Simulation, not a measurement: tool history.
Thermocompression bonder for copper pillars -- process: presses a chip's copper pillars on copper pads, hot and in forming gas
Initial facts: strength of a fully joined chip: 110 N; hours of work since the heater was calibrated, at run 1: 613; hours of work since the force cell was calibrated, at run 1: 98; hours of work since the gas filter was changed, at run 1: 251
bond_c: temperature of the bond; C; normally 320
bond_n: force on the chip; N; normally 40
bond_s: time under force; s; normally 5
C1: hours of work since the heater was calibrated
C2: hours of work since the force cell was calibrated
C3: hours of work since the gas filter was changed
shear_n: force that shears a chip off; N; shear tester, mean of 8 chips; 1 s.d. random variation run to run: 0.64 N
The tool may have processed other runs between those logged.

Run 1, hour 0: usual settings; C1 613; C2 98; C3 251. Result: shear_n 36.6 N.
Run 2, hour 12.3: usual settings; C1 621; C2 106; C3 259. Result: shear_n 36.1 N.
Run 3, hour 31.4: usual settings; C1 634; C2 119; C3 272. Result: shear_n 36 N.
Run 4, hour 47.9: usual settings; C1 645; C2 130; C3 283. Result: shear_n 36.6 N.
Run 5, hour 59: usual settings; C1 652; C2 137; C3 290. Result: shear_n 35.8 N.
Run 6, hour 72.3: usual settings but bond_s 7 s; C1 661; C2 146; C3 299. Result: shear_n 40.7 N.
Run 7, hour 86.8: usual settings but bond_s 7 s; C1 670; C2 156; C3 309. Result: shear_n 41.3 N.
Run 8, hour 98.2: usual settings; C1 678; C2 163; C3 316. Result: shear_n 34.7 N.
Run 9, hour 111.4: usual settings but bond_s 3 s; C1 687; C2 172; C3 325. Result: shear_n 29.4 N.
Run 10, hour 125.9: usual settings but bond_s 3 s; C1 696; C2 182; C3 335. Result: shear_n 30 N.
Run 11, hour 135: usual settings but bond_n 55 N, bond_s 3 s; C1 702; C2 188; C3 341. Result: shear_n 40.8 N.
Run 12, hour 153.4: usual settings but bond_n 55 N, bond_s 3 s; C1 714; C2 200; C3 353. Result: shear_n 40.7 N.
Run 13, hour 168.2: usual settings but bond_n 55 N; C1 724; C2 210; C3 363. Result: shear_n 48.4 N.
Run 14, hour 177.3: usual settings but bond_n 55 N; C1 730; C2 216; C3 369. Result: shear_n 48.7 N.
Run 15, hour 187.6: usual settings; C1 737; C2 222; C3 376. Result: shear_n 35.2 N.
Run 16, hour 206.4: usual settings; C1 750; C2 235; C3 388. Result: shear_n 34.9 N.
Run 17, hour 222.8: usual settings; C1 760; C2 246; C3 399. Result: shear_n 35.9 N.
Run 18, hour 233.3: usual settings; C1 767; C2 253; C3 406. Result: shear_n 34.4 N.
Run 19, hour 251.3: usual settings but bond_n 33 N; C1 779; C2 265; C3 418. Result: shear_n 29.4 N.
Run 20, hour 268.1: usual settings; C1 790; C2 276; C3 429. Result: shear_n 34.6 N.
Run 21, hour 283.5: usual settings but bond_c 306 C, bond_s 3 s; C1 801; C2 286; C3 439. Result: shear_n 25.1 N.
Run 22, hour 293.9: usual settings but bond_c 306 C, bond_s 3 s; C1 807; C2 293; C3 446. Result: shear_n 24.3 N.
Run 23, hour 310.5: usual settings but bond_c 306 C, bond_s 3 s; C1 818; C2 304; C3 457. Result: shear_n 23.4 N.
Run 24, hour 319.6: usual settings but bond_c 323 C, bond_s 4 s; C1 825; C2 310; C3 463. Result: shear_n 32.1 N.
Run 25, hour 328.1: usual settings but bond_c 323 C, bond_s 4 s; C1 830; C2 316; C3 469. Result: shear_n 31.8 N.
Run 26, hour 342.4: usual settings but bond_c 323 C, bond_s 14 s; C1 840; C2 325; C3 478. Result: shear_n 51 N.
At hour 353.2: forming gas filter changed.
Run 27, hour 353.2: usual settings but bond_c 350 C, bond_s 6 s; C1 846; C2 332; C3 0. Result: shear_n 53.6 N.
Run 28, hour 369.3: usual settings but bond_c 326 C, bond_n 27 N, bond_s 14 s; C1 857; C2 343; C3 11. Result: shear_n 40.2 N.
Run 29, hour 383.2: usual settings but bond_c 316 C, bond_n 48 N, bond_s 11 s; C1 866; C2 352; C3 20. Result: shear_n 59.8 N.
Run 30, hour 397.2: usual settings but bond_c 316 C, bond_n 30 N, bond_s 3 s; C1 876; C2 361; C3 29. Result: shear_n 21 N.
Run 31, hour 406: usual settings but bond_c 316 C, bond_n 30 N, bond_s 3 s; C1 881; C2 367; C3 35. Result: shear_n 20.9 N.
Run 32, hour 424: usual settings but bond_c 314 C, bond_n 30 N, bond_s 10 s; C1 893; C2 379; C3 47. Result: shear_n 36.6 N.
Run 33, hour 435.6: usual settings but bond_n 54 N; C1 901; C2 386; C3 55. Result: shear_n 51.4 N.
Run 34, hour 443.7: usual settings but bond_n 44 N, bond_s 3 s; C1 906; C2 392; C3 60. Result: shear_n 33.8 N.
Run 35, hour 462.2: usual settings but bond_c 348 C, bond_n 25 N, bond_s 3 s; C1 919; C2 404; C3 72. Result: shear_n 23.3 N.
Run 36, hour 479: usual settings but bond_s 8 s; C1 930; C2 415; C3 83. Result: shear_n 45.9 N.
Run 37, hour 489.3: usual settings but bond_c 305 C, bond_n 56 N; C1 937; C2 422; C3 90. Result: shear_n 47.4 N.
Run 38, hour 501.9: usual settings but bond_c 336 C, bond_n 55 N, bond_s 3 s; C1 945; C2 430; C3 99. Result: shear_n 49.1 N.
Run 39, hour 510.7: usual settings but bond_c 336 C, bond_n 55 N, bond_s 3 s; C1 951; C2 436; C3 104. Result: shear_n 49.3 N.

Each row is a separate what-if for the run after 39, all from the same tool condition, not one after another. Results?
Run A, hour 522.2: usual settings but bond_c 341 C, bond_n 28 N, bond_s 11 s; C1 958; C2 444; C3 112. Result: shear_n ?.
Run B, hour 522.2: usual settings but bond_c 325 C, bond_s 3 s; C1 958; C2 444; C3 112. Result: shear_n ?.
Run C, hour 522.2: usual settings but bond_n 33 N; C1 958; C2 444; C3 112. Result: shear_n ?.
Run D, hour 522.2: usual settings but bond_c 307 C, bond_n 55 N, bond_s 4 s; C1 958; C2 444; C3 112. Result: shear_n ?.
Run E, hour 522.2: usual settings but bond_c 336 C, bond_n 44 N, bond_s 15 s; C1 958; C2 444; C3 112. Result: shear_n ?.

run  shear_n
  A     42.5
  B     32.3
  C       32
  D       43
  E     67.8
With no hidden state in the tool, these same runs would have given:
run  shear_n
  A       45
  B     34.4
  C     34.1
  D     45.8
  E     71.3
